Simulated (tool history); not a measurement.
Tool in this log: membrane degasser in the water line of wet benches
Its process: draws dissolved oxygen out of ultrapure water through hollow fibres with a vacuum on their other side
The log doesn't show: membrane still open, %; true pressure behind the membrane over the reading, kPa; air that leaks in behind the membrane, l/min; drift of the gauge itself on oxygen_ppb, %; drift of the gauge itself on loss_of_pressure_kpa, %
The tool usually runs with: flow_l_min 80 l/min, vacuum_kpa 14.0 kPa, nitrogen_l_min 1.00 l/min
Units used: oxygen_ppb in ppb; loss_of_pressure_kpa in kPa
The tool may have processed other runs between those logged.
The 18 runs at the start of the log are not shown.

run,day,flow_l_min,vacuum_kpa,nitrogen_l_min,hours since the membrane was changed,hours since the vacuum gauge was calibrated,hours since the vacuum lines were made tight,oxygen_ppb,loss_of_pressure_kpa
# day 120.708: seals of the vacuum lines changed
19,129.012,71,28.9,1.66,5494,1163,199,1790.2,29.11
20,133.508,71,28.9,1.66,5602,1271,307,1782.8,28.83
21,138.917,109,12.2,1.00,5732,1401,437,1339.3,44.61
22,147.562,73,18.5,1.15,5940,1608,645,1518.8,29.65
23,153.262,80,14.0,1.36,6076,1745,781,1074.0,33.00
24,158.750,80,22.1,2.46,6208,1877,913,1146.9,32.64
25,166.150,80,22.1,2.46,6386,2054,1091,1149.4,32.72
26,170.971,59,10.4,1.00,6501,2170,1206,745.1,24.18

For run 27, what comes out?
27,181.371,106,10.9,0.50,6751,2419,1456,?,?

oxygen_ppb: 1636.4 ppb
loss_of_pressure_kpa: 43.55 kPa
Had the tool carried no hidden state, the very same run would have given oxygen_ppb 1598.1 ppb, loss_of_pressure_kpa 41.66 kPa.

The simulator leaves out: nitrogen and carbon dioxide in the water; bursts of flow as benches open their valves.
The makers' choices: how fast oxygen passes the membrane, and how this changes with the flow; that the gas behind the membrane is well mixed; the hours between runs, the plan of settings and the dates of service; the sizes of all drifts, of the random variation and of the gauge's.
